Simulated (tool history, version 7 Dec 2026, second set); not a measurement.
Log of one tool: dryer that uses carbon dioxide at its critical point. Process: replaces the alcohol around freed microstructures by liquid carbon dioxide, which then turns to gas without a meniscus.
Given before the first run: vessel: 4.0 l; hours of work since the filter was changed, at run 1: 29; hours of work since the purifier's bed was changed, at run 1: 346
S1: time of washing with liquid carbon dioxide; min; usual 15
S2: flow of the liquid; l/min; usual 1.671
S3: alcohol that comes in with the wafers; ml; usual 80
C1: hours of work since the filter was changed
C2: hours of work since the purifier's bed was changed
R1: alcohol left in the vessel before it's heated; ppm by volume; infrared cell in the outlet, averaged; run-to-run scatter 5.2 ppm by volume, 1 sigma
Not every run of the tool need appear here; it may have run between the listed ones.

run 1 hour=0.0 | S1=15 S2=1.671 S3=80 | C1=29 C2=346 | R1=114
run 2 hour=23.4 | S1=15 S2=1.671 S3=80 | C1=40 C2=357 | R1=141
run 3 hour=45.9 | S1=15 S2=1.671 S3=53 | C1=50 C2=367 | R1=91
run 4 hour=62.0 | S1=15 S2=1.210 S3=53 | C1=58 C2=374 | R1=329
run 5 hour=81.8 | S1=22 S2=1.671 S3=80 | C1=67 C2=384 | R1=45
run 6 hour=94.0 | S1=15 S2=1.671 S3=57 | C1=72 C2=389 | R1=121
run 7 hour=106.8 | S1=15 S2=1.671 S3=57 | C1=78 C2=395 | R1=120
run 8 hour=118.4 | S1=15 S2=1.671 S3=57 | C1=84 C2=400 | R1=124
run 9 hour=130.5 | S1=15 S2=1.671 S3=57 | C1=89 C2=406 | R1=131
run 10 hour=140.7 | S1=15 S2=1.671 S3=57 | C1=94 C2=411 | R1=127
run 11 hour=151.8 | S1=15 S2=1.671 S3=57 | C1=99 C2=416 | R1=119
run 12 hour=165.0 | S1=15 S2=2.720 S3=57 | C1=105 C2=422 | R1=38
run 13 hour=187.0 | S1=15 S2=2.720 S3=57 | C1=115 C2=432 | R1=41
run 14 hour=211.0 | S1=15 S2=2.720 S3=57 | C1=126 C2=443 | R1=42
run 15 hour=233.3 | S1=15 S2=2.770 S3=80 | C1=136 C2=453 | R1=48
run 16 hour=257.4 | S1=15 S2=2.770 S3=80 | C1=147 C2=464 | R1=51
run 17 hour=278.3 | S1=15 S2=2.770 S3=36 | C1=157 C2=474 | R1=40
run 18 hour=288.8 | S1=15 S2=2.770 S3=36 | C1=162 C2=479 | R1=39
-- hour=302.7 inlet filter changed
run 19 hour=311.2 | S1=15 S2=1.671 S3=80 | C1=4 C2=489 | R1=129
run 20 hour=323.4 | S1=15 S2=1.671 S3=80 | C1=10 C2=494 | R1=127
run 21 hour=337.1 | S1=20 S2=2.610 S3=65 | C1=16 C2=500 | R1=45
run 22 hour=357.2 | S1=15 S2=1.890 S3=80 | C1=25 C2=510 | R1=83
run 23 hour=380.2 | S1=20 S2=1.110 S3=27 | C1=36 C2=520 | R1=103
run 24 hour=397.0 | S1=20 S2=1.110 S3=27 | C1=43 C2=528 | R1=102
run 25 hour=411.5 | S1=9 S2=1.671 S3=56 | C1=50 C2=535 | R1=639
run 26 hour=433.5 | S1=22 S2=1.520 S3=54 | C1=60 C2=545 | R1=56
run 27 hour=450.7 | S1=15 S2=1.630 S3=80 | C1=68 C2=553 | R1=176
run 28 hour=464.1 | S1=15 S2=1.630 S3=80 | C1=74 C2=559 | R1=184
run 29 hour=476.3 | S1=18 S2=2.020 S3=33 | C1=80 C2=564 | R1=66
run 30 hour=489.2 | S1=14 S2=1.800 S3=51 | C1=86 C2=570 | R1=127
run 31 hour=507.0 | S1=15 S2=1.190 S3=81 | C1=94 C2=578 | R1=620
run 32 hour=527.8 | S1=19 S2=1.140 S3=80 | C1=103 C2=588 | R1=315
run 33 hour=542.8 | S1=13 S2=1.480 S3=26 | C1=110 C2=595 | R1=200
run 34 hour=562.3 | S1=22 S2=1.671 S3=93 | C1=119 C2=604 | R1=79
run 35 hour=578.5 | S1=23 S2=2.200 S3=36 | C1=127 C2=611 | R1=55
run 36 hour=588.9 | S1=18 S2=1.040 S3=28 | C1=132 C2=616 | R1=245
run 37 hour=612.6 | S1=18 S2=1.040 S3=28 | C1=142 C2=627 | R1=259

Measured minus without-hidden-state, run by run (identical run-to-run variation in each term; gauge scatter may differ):
The hidden state here: flow that reaches the vessel past the clogged filter, %; alcohol in the recycled carbon dioxide, ppm; drift of the gauge itself on alcohol_ppm, %.
run=1 R1=+37
run=2 R1=+45
run=3 R1=+44
run=4 R1=+89
run=5 R1=+32
run=6 R1=+53
run=7 R1=+57
run=8 R1=+61
run=9 R1=+64
run=10 R1=+66
run=11 R1=+68
run=12 R1=+33
run=13 R1=+34
run=14 R1=+36
run=15 R1=+38
run=16 R1=+39
run=17 R1=+37
run=18 R1=+37
run=19 R1=+39
run=20 R1=+41
run=21 R1=+36
run=22 R1=+44
run=23 R1=+48
run=24 R1=+52
run=25 R1=+135
run=26 R1=+44
run=27 R1=+80
run=28 R1=+87
run=29 R1=+43
run=30 R1=+72
run=31 R1=+227
run=32 R1=+153
run=33 R1=+100
run=34 R1=+55
run=35 R1=+45
run=36 R1=+126
run=37 R1=+141
